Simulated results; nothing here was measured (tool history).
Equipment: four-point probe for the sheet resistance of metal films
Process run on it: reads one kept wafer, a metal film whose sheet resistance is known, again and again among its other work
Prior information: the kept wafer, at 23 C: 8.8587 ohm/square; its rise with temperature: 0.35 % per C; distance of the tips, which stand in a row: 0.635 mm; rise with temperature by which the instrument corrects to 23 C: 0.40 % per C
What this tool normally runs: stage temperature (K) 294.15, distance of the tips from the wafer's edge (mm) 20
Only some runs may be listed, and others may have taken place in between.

run	hour	stage temperature (K)	distance of the tips from the wafer's edge (mm)	sheet resistance as the instrument gives it (ohm/square)
1	0.0	294.15	20	8.872996
2	25.8	294.15	20	8.871619
3	52.9	294.15	20	8.872602
4	73.5	294.15	20	8.874452
5	97.1	294.15	20	8.872635
6	113.8	294.15	20	8.870778
7	140.6	294.15	20	8.871502
8	168.1	306.15	20	8.820456
9	184.6	305.15	20	8.823433
10	211.0	294.15	20	8.873458
11	223.2	294.15	20	8.868411
12	234.7	294.15	55	8.864520
13	253.1	294.15	20	8.871322
14	274.8	294.15	14	8.879008
15	291.1	293.15	9	8.891854
16	307.6	293.15	9	8.898914
17	321.5	293.15	9	8.897362
18	338.9	293.15	9	8.898003
19	351.9	307.15	42	8.807316
20	364.7	307.15	42	8.812521
21	387.7	294.15	5	8.943485
22	412.1	291.15	15	8.892047
23	436.2	291.15	35	8.882901
24	456.0	292.15	27	8.877775
25	474.9	299.15	20	8.852276
26	502.3	295.15	24	8.866723
27	523.9	295.15	23	8.866047

Alternative continuations, all from the tool just after run 27; predict every row:
A	551.7	301.15	5	?
B	551.7	294.15	10	?
C	551.7	300.15	33	?

run	sheet resistance as the instrument gives it (ohm/square)
A	8.910301
B	8.885799
C	8.841104
Take away the tool's hidden state, keep each run's random variation, and the runs would have read:
run	sheet resistance as the instrument gives it (ohm/square)
A	8.911189
B	8.886686
C	8.841985
